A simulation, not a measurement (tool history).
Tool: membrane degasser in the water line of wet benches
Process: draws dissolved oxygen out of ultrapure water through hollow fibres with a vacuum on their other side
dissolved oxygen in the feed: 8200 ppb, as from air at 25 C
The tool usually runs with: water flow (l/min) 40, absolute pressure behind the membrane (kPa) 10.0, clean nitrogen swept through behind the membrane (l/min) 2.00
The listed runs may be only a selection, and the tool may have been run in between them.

run    hour  water flow (l/min)  absolute pressure behind the membrane (kPa)  clean nitrogen swept through behind the membrane (l/min)  dissolved oxygen in the water behind the degasser (ppb)  pressure that the water loses in the fibres (kPa)
  1     0.0                  40                                         10.0                                                      2.00                                                    305.4                                              60.98
  2   147.5                  40                                         10.0                                                      2.00                                                    305.2                                              61.31
  3   247.7                  40                                         10.0                                                      2.00                                                    305.1                                              61.48
  4   335.3                  53                                         10.0                                                      2.00                                                    397.6                                              80.80
  5   483.4                  53                                         10.0                                                      2.00                                                    399.1                                              80.98
      581.7  -- seals of the vacuum lines changed
  6   593.7                  40                                         10.8                                                      2.00                                                    336.7                                              61.28
  7   720.3                  40                                         10.8                                                      2.00                                                    337.3                                              61.40
  8   849.6                  40                                         10.0                                                      2.00                                                    304.2                                              61.49
  9   922.7                  40                                         10.0                                                      2.00                                                    304.4                                              61.39
 10  1028.9                  40                                         10.0                                                      2.00                                                    305.7                                              61.35
 11  1134.2                  40                                         10.0                                                      2.00                                                    305.3                                              61.27
 12  1209.6                  40                                         10.0                                                      2.00                                                    306.9                                              61.48
 13  1332.2                  40                                         10.0                                                      2.00                                                    306.0                                              61.65
 14  1480.2                  40                                         10.0                                                      2.00                                                    306.0                                              61.26
 15  1593.3                  45                                         10.0                                                      1.91                                                    354.8                                              69.43
 16  1724.7                  50                                          6.4                                                      1.09                                                    308.5                                              77.39
 17  1813.7                  28                                         14.1                                                      2.25                                                    312.3                                              43.30
 18  1942.9                  54                                         14.1                                                      2.25                                                    570.0                                              83.61
 19  2030.4                  54                                         14.5                                                      0.81                                                   1225.5                                              83.38
 20  2172.3                  37                                         11.7                                                      1.66                                                    411.4                                              57.91
 21  2315.5                  43                                          6.9                                                      2.06                                                    185.5                                              66.89
 22  2391.7                  37                                         22.3                                                      2.00                                                    743.2                                              57.57
 23  2483.7                  26                                         10.0                                                      1.25                                                    315.3                                              40.90
     2529.4  -- vacuum gauge calibrated
 24  2592.9                  33                                         16.5                                                      2.00                                                    475.6                                              51.55
 25  2724.8                  40                                         22.6                                                      3.43                                                    505.3                                              61.83
 26  2791.0                  40                                         19.8                                                      2.02                                                    686.5                                              62.50
 27  2905.6                  25                                         19.8                                                      0.94                                                    864.6                                              38.71

Run by run, hidden condition taken away, random variation retained:
The hidden state here: membrane still open, %; true pressure behind the membrane over the reading, kPa; air that leaks in behind the membrane, l/min; drift of the gauge itself on oxygen_ppb, %; drift of the gauge itself on loss_of_pressure_kpa, %.
run  dissolved oxygen in the water behind the degasser (ppb)  pressure that the water loses in the fibres (kPa)
  1                                                    297.6                                              59.39
  2                                                    297.2                                              59.64
  3                                                    296.8                                              59.76
  4                                                    386.2                                              78.48
  5                                                    387.2                                              78.56
  6                                                    329.8                                              59.40
  7                                                    330.1                                              59.46
  8                                                    296.6                                              59.49
  9                                                    296.7                                              59.36
 10                                                    297.7                                              59.27
 11                                                    297.1                                              59.15
 12                                                    298.5                                              59.32
 13                                                    297.4                                              59.42
 14                                                    297.2                                              58.97
 15                                                    343.8                                              66.78
 16                                                    289.4                                              74.38
 17                                                    306.1                                              41.58
 18                                                    555.9                                              80.21
 19                                                   1203.8                                              79.92
 20                                                    400.7                                              55.46
 21                                                    173.9                                              63.98
 22                                                    733.1                                              55.04
 23                                                    304.8                                              39.08
 24                                                    471.9                                              49.22
 25                                                    500.9                                              58.95
 26                                                    681.2                                              59.56
 27                                                    858.8                                              36.84
